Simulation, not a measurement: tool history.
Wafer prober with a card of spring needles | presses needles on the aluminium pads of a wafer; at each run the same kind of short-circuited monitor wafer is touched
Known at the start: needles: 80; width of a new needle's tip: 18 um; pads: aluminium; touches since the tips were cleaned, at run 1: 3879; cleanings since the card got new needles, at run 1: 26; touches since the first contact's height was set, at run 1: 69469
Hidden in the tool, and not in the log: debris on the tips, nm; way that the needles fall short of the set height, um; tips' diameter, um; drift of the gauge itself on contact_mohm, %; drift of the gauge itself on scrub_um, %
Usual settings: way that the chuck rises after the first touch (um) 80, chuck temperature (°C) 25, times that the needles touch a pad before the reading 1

| run | hour | way that the chuck rises after the first touch (um) | chuck temperature (°C) | times that the needles touch a pad before the reading | touches since the tips were cleaned | cleanings since the card got new needles | touches since the first contact's height was set | resistance of one needle with its contact and lead (mohm) | way that a needle slides on the pad (um) |
|---|---|---|---|---|---|---|---|---|---|
| 1 | 0 | 80 | 25 | 1 | 3879 | 26 | 69469 | 347 | 19.7 |
| 2 | 4.2 | 80 | 25 | 1 | 6475 | 26 | 72065 | 347 | 19.86 |
|  | 6.8 | tips cleaned on abrasive film |
| 3 | 11.6 | 67 | 25 | 1 | 2955 | 27 | 76580 | 381 | 16.4 |
|  | 19.4 | tips cleaned on abrasive film |
| 4 | 21.6 | 80 | 25 | 1 | 1376 | 28 | 82733 | 298 | 19.74 |
| 5 | 26.6 | 80 | 25 | 1 | 4485 | 28 | 85842 | 344 | 19.69 |
|  | 32.1 | tips cleaned on abrasive film |
| 6 | 32.4 | 80 | 25 | 1 | 202 | 29 | 89379 | 231 | 19.6 |
| 7 | 37.8 | 80 | 25 | 1 | 3522 | 29 | 92699 | 343 | 19.66 |
|  | 44.9 | tips cleaned on abrasive film |
| 8 | 45.5 | 80 | 25 | 1 | 371 | 30 | 97402 | 240 | 19.61 |
| 9 | 53.5 | 80 | 25 | 1 | 5305 | 30 | 102336 | 356 | 19.59 |
|  | 57.7 | tips cleaned on abrasive film |
| 10 | 61 | 80 | 25 | 1 | 2066 | 31 | 106945 | 315 | 19.63 |
| 11 | 69.6 | 100 | 25 | 1 | 7383 | 31 | 112262 | 302 | 24.49 |
|  | 70.4 | tips cleaned on abrasive film |
| 12 | 79.4 | 100 | 25 | 1 | 5572 | 32 | 118282 | 299 | 24.53 |
|  | 83.3 | tips cleaned on abrasive film |
| 13 | 87.4 | 100 | 25 | 1 | 2548 | 33 | 123157 | 276 | 24.48 |
|  | 96.3 | tips cleaned on abrasive film |
| 14 | 97.8 | 100 | 25 | 1 | 923 | 34 | 129557 | 254 | 24.56 |
| 15 | 106.8 | 73 | 25 | 1 | 6505 | 34 | 135139 | 386 | 17.81 |
|  | 109.3 | tips cleaned on abrasive film |
| 16 | 113.9 | 73 | 25 | 1 | 2900 | 35 | 139482 | 360 | 17.81 |
| 17 | 120.9 | 80 | 61 | 1 | 7224 | 35 | 143806 | 359 | 19.54 |
|  | 122.2 | tips cleaned on abrasive film |
| 18 | 126.9 | 80 | 31 | 1 | 2854 | 36 | 147424 | 342 | 19.49 |
| 19 | 134.5 | 69 | 25 | 1 | 7586 | 36 | 152156 | 413 | 16.78 |
|  | 135.1 | tips cleaned on abrasive film |
| 20 | 143.9 | 65 | 36 | 3 | 5493 | 37 | 157931 | 288 | 15.7 |
|  | 147.7 | tips cleaned on abrasive film |
| 21 | 148.7 | 72 | 36 | 3 | 591 | 38 | 160812 | 234 | 17.47 |
| 22 | 158.2 | 60 | 59 | 2 | 6501 | 38 | 166722 | 364 | 14.47 |
|  | 160.3 | height of the first contact set anew |
|  | 161.3 | tips cleaned on abrasive film |
| 23 | 163.9 | 65 | 62 | 2 | 1598 | 39 | 2155 | 301 | 16.17 |
| 24 | 169.1 | 100 | 48 | 1 | 4813 | 39 | 5370 | 300 | 24.84 |
|  | 174 | tips cleaned on abrasive film |
| 25 | 175.8 | 91 | 38 | 2 | 1081 | 40 | 9464 | 240 | 22.63 |
| 26 | 182.3 | 91 | 38 | 2 | 5104 | 40 | 13487 | 276 | 22.63 |
|  | 187.1 | tips cleaned on abrasive film |
| 27 | 188.8 | 91 | 38 | 2 | 1059 | 41 | 17477 | 240 | 22.53 |
| 28 | 197.8 | 91 | 38 | 2 | 6610 | 41 | 23028 | 274 | 22.68 |
|  | 200.3 | tips cleaned on abrasive film |
| 29 | 205.1 | 63 | 38 | 1 | 2981 | 42 | 27505 | 414 | 15.57 |
| 30 | 211.2 | 63 | 38 | 1 | 6779 | 42 | 31303 | 443 | 15.51 |
|  | 213.2 | tips cleaned on abrasive film |
| 31 | 218.4 | 77 | 38 | 2 | 3257 | 43 | 35712 | 291 | 19.02 |
| 32 | 223.7 | 83 | 87 | 1 | 6517 | 43 | 38972 | 346 | 20.48 |
|  | 226.5 | tips cleaned on abrasive film |
| 33 | 229.6 | 80 | 25 | 1 | 1945 | 44 | 42569 | 303 | 19.78 |

Measured less the same run without the tool's hidden state. The same run-to-run variation is in both; the gauge's scatter may not be:
| run | resistance of one needle with its contact and lead (mohm) | way that a needle slides on the pad (um) |
|---|---|---|
| 1 | +144 | -0.18 |
| 2 | +147 | -0.18 |
| 3 | +179 | -0.2 |
| 4 | +97 | -0.22 |
| 5 | +145 | -0.21 |
| 6 | +32 | -0.24 |
| 7 | +139 | -0.24 |
| 8 | +40 | -0.26 |
| 9 | +150 | -0.26 |
| 10 | +115 | -0.29 |
| 11 | +103 | -0.29 |
| 12 | +101 | -0.32 |
| 13 | +80 | -0.35 |
| 14 | +54 | -0.37 |
| 15 | +183 | -0.37 |
| 16 | +161 | -0.4 |
| 17 | +149 | -0.39 |
| 18 | +136 | -0.42 |
| 19 | +208 | -0.41 |
| 20 | +82 | -0.43 |
| 21 | +26 | -0.47 |
| 22 | +153 | -0.47 |
| 23 | +90 | -0.02 |
| 24 | +96 | -0.02 |
| 25 | +39 | -0.05 |
| 26 | +71 | -0.05 |
| 27 | +38 | -0.08 |
| 28 | +72 | -0.07 |
| 29 | +207 | -0.1 |
| 30 | +236 | -0.09 |
| 31 | +88 | -0.12 |
| 32 | +131 | -0.12 |
| 33 | +106 | -0.16 |

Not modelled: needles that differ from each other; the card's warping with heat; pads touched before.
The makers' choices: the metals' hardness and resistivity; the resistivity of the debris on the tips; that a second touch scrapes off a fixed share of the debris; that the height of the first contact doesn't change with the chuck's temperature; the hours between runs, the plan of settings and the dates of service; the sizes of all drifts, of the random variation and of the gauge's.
